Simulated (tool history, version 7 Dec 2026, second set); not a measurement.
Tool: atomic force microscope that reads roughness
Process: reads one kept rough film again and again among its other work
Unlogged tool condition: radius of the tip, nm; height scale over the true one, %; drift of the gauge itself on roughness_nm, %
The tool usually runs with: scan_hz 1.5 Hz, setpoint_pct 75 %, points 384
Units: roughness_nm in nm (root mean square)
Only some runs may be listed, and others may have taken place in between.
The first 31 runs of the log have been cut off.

| run | hour | scan_hz | setpoint_pct | points | pictures with this tip | hours of work since the height scale was calibrated | roughness_nm |
|---|---|---|---|---|---|---|---|
| 32 | 1000.9 | 1.49 | 77 | 384 | 207 | 64 | 2.851 |
| 33 | 1019.7 | 1.49 | 83 | 420 | 228 | 74 | 2.743 |
| 34 | 1038.3 | 1.06 | 70 | 869 | 248 | 84 | 2.933 |
| 35 | 1079.9 | 0.59 | 75 | 794 | 292 | 106 | 2.928 |
| 36 | 1114.3 | 1.99 | 85 | 794 | 329 | 125 | 2.488 |
| 37 | 1136.8 | 0.55 | 61 | 280 | 353 | 137 | 2.903 |
| 38 | 1168.4 | 0.99 | 60 | 384 | 387 | 154 | 2.84 |
|  | 1177.5 | new tip fitted |
| 39 | 1211.7 | 0.99 | 60 | 384 | 37 | 177 | 3.348 |
| 40 | 1231 | 1.5 | 75 | 1003 | 58 | 188 | 3.075 |
| 41 | 1260.3 | 1.5 | 75 | 1003 | 89 | 204 | 3.035 |
| 42 | 1286.8 | 0.52 | 75 | 1003 | 118 | 218 | 3.205 |
| 43 | 1330.6 | 0.59 | 75 | 292 | 165 | 242 | 3.107 |
| 44 | 1357.9 | 0.7 | 85 | 384 | 194 | 256 | 2.921 |

Branching from run 44: 3 alternative next runs. What would each branch give?
| A | 1382.5 | 1.5 | 60 | 666 | 221 | 270 | ? |
| B | 1382.5 | 1.44 | 67 | 976 | 221 | 270 | ? |
| C | 1382.5 | 1.08 | 61 | 344 | 221 | 270 | ? |

| run | roughness_nm |
|---|---|
| A | 3.022 |
| B | 2.99 |
| C | 3.016 |
Stripped of hidden state, with their random variation kept, the same runs would have yielded:
| run | roughness_nm |
|---|---|
| A | 3.41 |
| B | 3.372 |
| C | 3.404 |
